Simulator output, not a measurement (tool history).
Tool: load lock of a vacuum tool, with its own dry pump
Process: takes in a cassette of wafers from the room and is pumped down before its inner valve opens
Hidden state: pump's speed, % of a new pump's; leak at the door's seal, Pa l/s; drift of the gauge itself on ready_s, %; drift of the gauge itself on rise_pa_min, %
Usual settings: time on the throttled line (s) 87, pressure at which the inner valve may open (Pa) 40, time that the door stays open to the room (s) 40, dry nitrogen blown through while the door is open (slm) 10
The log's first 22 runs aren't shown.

run    hour  time on the throttled line (s)  pressure at which the inner valve may open (Pa)  time that the door stays open to the room (s)  dry nitrogen blown through while the door is open (slm)  hours that the pump has run since its overhaul  times that the door has closed on its seal  incoming humidity of the room's air, %  time from the closed door until the inner valve may open (s)  rise of the pressure with all valves shut (Pa/min)
 23  2959.9                             109                                               40                                             40                                                       10                                            6354                                       26793                                    45.6                                                         149.6                                               0.060
 24  3137.0                             109                                               40                                             40                                                       10                                            6531                                       27446                                    44.0                                                         148.6                                               0.064
 25  3257.2                              48                                               53                                             26                                                        5                                            6651                                       27889                                    44.8                                                         102.5                                               0.067
 26  3437.1                              48                                               53                                             26                                                        5                                            6831                                       28553                                    41.3                                                         102.1                                               0.067
 27  3616.2                              76                                               53                                             35                                                        5                                            7010                                       29213                                    44.3                                                         123.4                                               0.074
 28  3743.2                              76                                               30                                             35                                                        6                                            7137                                       29682                                    45.0                                                         128.4                                               0.081
 29  3924.8                              87                                               40                                             44                                                       10                                            7319                                       30351                                    46.4                                                         132.9                                               0.082
 30  4130.7                              54                                               37                                             28                                                       44                                            7525                                       31111                                    44.6                                                         108.3                                               0.059
 31  4329.5                              87                                               29                                             40                                                        5                                            7724                                       31844                                    45.1                                                         136.4                                               0.088
 32  4456.1                             121                                               40                                             40                                                       19                                            7850                                       32310                                    42.8                                                         160.2                                               0.070
 33  4632.4                             152                                               40                                             40                                                        7                                            8026                                       32960                                    46.1                                                         183.3                                               0.090
 34  4822.9                              55                                               40                                             82                                                       11                                            8217                                       33663                                    48.3                                                         109.3                                               0.106
 35  5008.8                              55                                               40                                             82                                                       11                                            8403                                       34349                                    47.7                                                         109.2                                               0.101
 36  5125.9                              55                                               40                                             82                                                       11                                            8520                                       34780                                    44.7                                                         109.6                                               0.106
 37  5321.0                              55                                               40                                             82                                                       11                                            8715                                       35500                                    43.2                                                         110.1                                               0.105

Forecast each of these 4 alternatives for the next run:
  A  5458.9                              87                                               40                                             40                                                        5                                            8853                                       36009                                    47.4                                                             ?                                                   ?
  B  5458.9                              55                                               40                                             82                                                       43                                            8853                                       36009                                    47.9                                                             ?                                                   ?
  C  5458.9                              55                                               40                                             82                                                       11                                            8853                                       36009                                    46.1                                                             ?                                                   ?
  D  5458.9                              87                                               54                                             40                                                       10                                            8853                                       36009                                    44.6                                                             ?                                                   ?

run  time from the closed door until the inner valve may open (s)  rise of the pressure with all valves shut (Pa/min)
  A                                                         135.1                                               0.104
  B                                                         110.4                                               0.093
  C                                                         109.8                                               0.100
  D                                                         131.0                                               0.088
Without the tool's hidden state the same runs would have given:
run  time from the closed door until the inner valve may open (s)  rise of the pressure with all valves shut (Pa/min)
  A                                                         132.5                                               0.036
  B                                                         107.4                                               0.026
  C                                                         106.8                                               0.032
  D                                                         128.6                                               0.021
